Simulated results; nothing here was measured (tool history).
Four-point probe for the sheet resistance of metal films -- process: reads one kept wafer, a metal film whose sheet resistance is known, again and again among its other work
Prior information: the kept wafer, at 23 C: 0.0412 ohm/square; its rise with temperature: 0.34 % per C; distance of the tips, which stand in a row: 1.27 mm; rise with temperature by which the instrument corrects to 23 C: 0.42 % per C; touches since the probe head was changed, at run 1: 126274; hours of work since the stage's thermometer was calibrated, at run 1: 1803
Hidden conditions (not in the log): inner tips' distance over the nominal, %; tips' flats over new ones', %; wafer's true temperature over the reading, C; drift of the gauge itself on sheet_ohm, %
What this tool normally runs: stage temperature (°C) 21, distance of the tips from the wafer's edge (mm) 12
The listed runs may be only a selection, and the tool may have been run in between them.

run,hour,stage temperature (°C),distance of the tips from the wafer's edge (mm),touches since the probe head was changed,hours of work since the stage's thermometer was calibrated,sheet resistance as the instrument gives it (ohm/square)
1,0.0,21,12,126274,1803,0.041446
2,69.2,21,12,129538,1856,0.041429
3,172.3,21,12,134399,1936,0.041432
4,265.8,21,12,138805,2009,0.041428
5,333.5,28,12,141997,2061,0.041211
6,407.2,28,12,145472,2118,0.041191
7,460.3,21,12,147975,2160,0.041412
8,536.8,21,64,151581,2219,0.041176
9,607.8,21,64,154930,2274,0.041170
10,723.6,21,64,160389,2364,0.041154
# hour 793.5: new probe head fitted
11,793.5,21,64,0,2417,0.041399
12,918.3,21,64,5886,2514,0.041381
13,1048.5,18,64,12023,2615,0.041458
14,1113.5,21,12,15089,2665,0.041601
15,1214.1,21,12,19834,2743,0.041587
16,1340.1,21,12,25770,2841,0.041580
17,1447.5,21,12,30836,2924,0.041588
# hour 1459.6: stage's thermometer calibrated
18,1554.6,21,12,35863,74,0.041496
19,1670.5,21,12,41328,164,0.041491
20,1767.8,21,12,45912,239,0.041493
21,1886.7,24,8,51518,331,0.041688
22,1961.1,28,4,55027,389,0.043140
23,2041.3,32,5,58811,451,0.042264
24,2135.9,30,13,63269,524,0.041152
25,2193.6,21,46,65992,569,0.041222
26,2308.4,21,46,71400,658,0.041227
27,2434.1,21,4,77330,756,0.043313
28,2554.3,21,4,82994,849,0.043315
29,2649.9,23,3,87502,923,0.044725
30,2781.8,25,10,93721,1025,0.041403
31,2881.9,25,10,98441,1103,0.041387
32,2996.3,25,10,103834,1191,0.041385
33,3056.4,25,13,106667,1238,0.041230
34,3110.3,25,13,109213,1280,0.041254
35,3221.0,20,20,114430,1366,0.041259
36,3308.6,20,9,118560,1434,0.041622

Branching from run 36: 4 alternative next runs. What would each branch give?
A,3440.1,20,15,124762,1536,?
B,3440.1,22,45,124762,1536,?
C,3440.1,23,69,124762,1536,?
D,3440.1,31,63,124762,1536,?

run,sheet resistance as the instrument gives it (ohm/square)
A,0.041324
B,0.041120
C,0.041067
D,0.040845
The same runs, with their run-to-run variation unchanged, on a tool lacking any hidden condition would have given:
run,sheet resistance as the instrument gives it (ohm/square)
A,0.041457
B,0.041252
C,0.041199
D,0.040978
